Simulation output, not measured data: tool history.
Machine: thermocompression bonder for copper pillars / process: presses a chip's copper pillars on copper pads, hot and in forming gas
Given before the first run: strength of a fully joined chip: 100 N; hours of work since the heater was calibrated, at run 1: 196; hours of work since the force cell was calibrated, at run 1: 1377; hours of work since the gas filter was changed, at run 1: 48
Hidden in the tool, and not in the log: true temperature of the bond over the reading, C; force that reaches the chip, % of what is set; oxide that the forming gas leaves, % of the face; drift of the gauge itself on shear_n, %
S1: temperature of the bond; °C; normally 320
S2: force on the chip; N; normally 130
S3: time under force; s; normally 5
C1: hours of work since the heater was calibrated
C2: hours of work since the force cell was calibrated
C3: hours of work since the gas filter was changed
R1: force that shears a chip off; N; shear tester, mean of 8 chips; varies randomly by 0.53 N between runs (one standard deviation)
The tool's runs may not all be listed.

run 1 day=0 | S1=320 S2=130 S3=5 | C1=196 C2=1377 C3=48 | R1=66.4
run 2 day=1.646 | S1=320 S2=130 S3=5 | C1=225 C2=1405 C3=77 | R1=66.1
run 3 day=3.158 | S1=320 S2=130 S3=5 | C1=251 C2=1432 C3=103 | R1=64.5
run 4 day=5.133 | S1=314 S2=130 S3=5 | C1=285 C2=1466 C3=137 | R1=61.4
run 5 day=6.846 | S1=314 S2=130 S3=5 | C1=315 C2=1496 C3=167 | R1=59.9
run 6 day=8.333 | S1=314 S2=130 S3=5 | C1=341 C2=1521 C3=193 | R1=60.2
run 7 day=9.775 | S1=320 S2=156 S3=5 | C1=366 C2=1547 C3=218 | R1=69
run 8 day=11.229 | S1=320 S2=130 S3=3 | C1=391 C2=1572 C3=243 | R1=54.5
run 9 day=12.329 | S1=320 S2=130 S3=3 | C1=410 C2=1591 C3=262 | R1=54.3
run 10 day=14.058 | S1=320 S2=130 S3=3 | C1=440 C2=1621 C3=292 | R1=53
run 11 day=15.858 | S1=320 S2=130 S3=5 | C1=471 C2=1652 C3=323 | R1=60.2
-- day=16.083 forming gas filter changed
run 12 day=17.708 | S1=320 S2=130 S3=5 | C1=503 C2=1684 C3=28 | R1=68.9
-- day=17.879 force cell calibrated
run 13 day=18.946 | S1=320 S2=130 S3=5 | C1=524 C2=18 C3=49 | R1=68.9
run 14 day=21.304 | S1=320 S2=130 S3=5 | C1=564 C2=59 C3=89 | R1=67.9
run 15 day=22.529 | S1=292 S2=130 S3=5 | C1=586 C2=81 C3=111 | R1=51.3
run 16 day=23.521 | S1=292 S2=130 S3=5 | C1=603 C2=98 C3=128 | R1=51.2
run 17 day=25.492 | S1=320 S2=130 S3=5 | C1=637 C2=132 C3=162 | R1=66.5
run 18 day=26.804 | S1=320 S2=130 S3=5 | C1=660 C2=155 C3=185 | R1=65.9
run 19 day=29.025 | S1=318 S2=130 S3=5 | C1=698 C2=193 C3=223 | R1=64
run 20 day=30.217 | S1=318 S2=130 S3=5 | C1=719 C2=214 C3=244 | R1=64.4
run 21 day=32.162 | S1=318 S2=130 S3=5 | C1=753 C2=248 C3=278 | R1=64
run 22 day=33.575 | S1=347 S2=142 S3=5 | C1=777 C2=272 C3=302 | R1=77.6
-- day=34.875 forming gas filter changed
run 23 day=35.225 | S1=347 S2=105 S3=6 | C1=806 C2=300 C3=6 | R1=82.1
run 24 day=36.171 | S1=320 S2=126 S3=7 | C1=822 C2=317 C3=22 | R1=76.4
run 25 day=38.379 | S1=320 S2=126 S3=7 | C1=860 C2=355 C3=61 | R1=74.6
run 26 day=40.488 | S1=330 S2=130 S3=9 | C1=897 C2=392 C3=97 | R1=83.6
run 27 day=41.633 | S1=294 S2=96 S3=9 | C1=917 C2=412 C3=117 | R1=54.5
run 28 day=43.138 | S1=331 S2=109 S3=7 | C1=943 C2=438 C3=143 | R1=73.2
run 29 day=45.129 | S1=331 S2=109 S3=7 | C1=977 C2=472 C3=178 | R1=72.6
run 30 day=46.304 | S1=341 S2=84 S3=12 | C1=998 C2=493 C3=198 | R1=77.1
run 31 day=48.275 | S1=341 S2=84 S3=4 | C1=1032 C2=527 C3=232 | R1=59.9
run 32 day=49.596 | S1=342 S2=127 S3=10 | C1=1055 C2=550 C3=255 | R1=83.3
run 33 day=51.65 | S1=302 S2=101 S3=5 | C1=1090 C2=585 C3=291 | R1=48.1
run 34 day=52.762 | S1=308 S2=90 S3=5 | C1=1110 C2=605 C3=310 | R1=48.3
-- day=53.725 forming gas filter changed
run 35 day=54.392 | S1=338 S2=143 S3=5 | C1=1138 C2=632 C3=12 | R1=84.4
run 36 day=55.575 | S1=338 S2=143 S3=5 | C1=1158 C2=653 C3=32 | R1=84.3
run 37 day=57.8 | S1=297 S2=179 S3=5 | C1=1197 C2=692 C3=71 | R1=69.6
run 38 day=59.217 | S1=297 S2=179 S3=5 | C1=1221 C2=716 C3=95 | R1=68.9
run 39 day=60.196 | S1=320 S2=154 S3=6 | C1=1238 C2=733 C3=112 | R1=79

4 ways to go on from here, each from the tool as it stands after run 39. What would each give?
run A day=62.196 | S1=320 S2=130 S3=3 | C1=1273 C2=768 C3=147 | R1=?
run B day=62.196 | S1=292 S2=117 S3=3 | C1=1273 C2=768 C3=147 | R1=?
run C day=62.196 | S1=320 S2=154 S3=7 | C1=1273 C2=768 C3=147 | R1=?
run D day=62.196 | S1=323 S2=80 S3=12 | C1=1273 C2=768 C3=147 | R1=?

run=A R1=61.4
run=B R1=42.2
run=C R1=78.9
run=D R1=70.3
What these runs would have given with no unlogged condition in the tool:
run=A R1=58.2
run=B R1=38.3
run=C R1=77.8
run=D R1=67.8
